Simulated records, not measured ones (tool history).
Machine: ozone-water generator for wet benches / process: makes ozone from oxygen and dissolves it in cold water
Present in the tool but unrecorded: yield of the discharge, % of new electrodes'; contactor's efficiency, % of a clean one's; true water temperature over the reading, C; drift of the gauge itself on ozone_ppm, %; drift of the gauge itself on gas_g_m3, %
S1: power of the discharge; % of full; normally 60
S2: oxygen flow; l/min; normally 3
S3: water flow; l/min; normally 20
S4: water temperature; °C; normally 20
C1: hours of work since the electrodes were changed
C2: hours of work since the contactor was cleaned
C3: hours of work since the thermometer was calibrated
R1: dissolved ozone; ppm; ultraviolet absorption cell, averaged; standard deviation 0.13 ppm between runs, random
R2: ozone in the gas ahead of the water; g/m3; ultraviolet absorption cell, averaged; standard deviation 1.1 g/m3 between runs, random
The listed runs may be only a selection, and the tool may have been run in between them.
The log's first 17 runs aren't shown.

run	hour	S1	S2	S3	S4	C1	C2	C3	R1	R2
18	388.2	60	3	13	23	1457	3695	2535	14.6	187.5
19	410.9	60	3	13	23	1478	3715	2555	14.2	187.9
20	439.1	89	4.95	12	12	1503	3740	2580	21.9	173.1
21	456.1	89	1.76	12	18	1518	3756	2595	21.6	338.6
22	477.2	60	3.02	20	20	1537	3775	2614	10.6	185.7
23	504	60	2.67	20	20	1561	3799	2639	10.2	202.3
# hour 507.2: water thermometer calibrated
24	518.4	47	2.67	13	20	1574	3811	10	13	172.7
25	549.5	47	2.67	13	20	1602	3839	38	12.9	174.5
26	579.5	60	3.97	20	20	1629	3866	65	10.3	155.4
# hour 589.8: water thermometer calibrated, once more
27	600.1	60	1.86	20	18	1647	3884	9	10.1	254.5
28	630.6	71	2.96	25	14	1674	3911	37	9.9	207.9
29	654.3	60	3	16	17	1696	3933	58	13.2	186.3
30	677.6	60	1.85	16	17	1716	3954	79	12.7	254.9
31	693.6	60	1.85	16	17	1731	3968	93	12.8	253.2
32	714.9	72	3	19	20	1750	3987	112	12	204.5
# hour 731: contactor cleaned
33	747.2	72	3	21	23	1775	15	138	12.2	205.9
34	778.8	60	4.49	20	17	1804	43	166	11.9	140.8

Consider 3 possible next runs. They are alternatives, not a sequence: every one starts from the tool as it was left by run 34. What does each give?
A	804	60	3	20	13	1826	66	189	?	?
B	804	67	4.67	13	20	1826	66	189	?	?
C	804	65	3	16	15	1826	66	189	?	?

run	R1	R2
A	12.3	185.3
B	16.9	146.1
C	15.5	194.5
Without the tool's hidden state the same runs would have given:
run	R1	R2
A	13.6	203.6
B	18.8	161.8
C	17.2	215.1
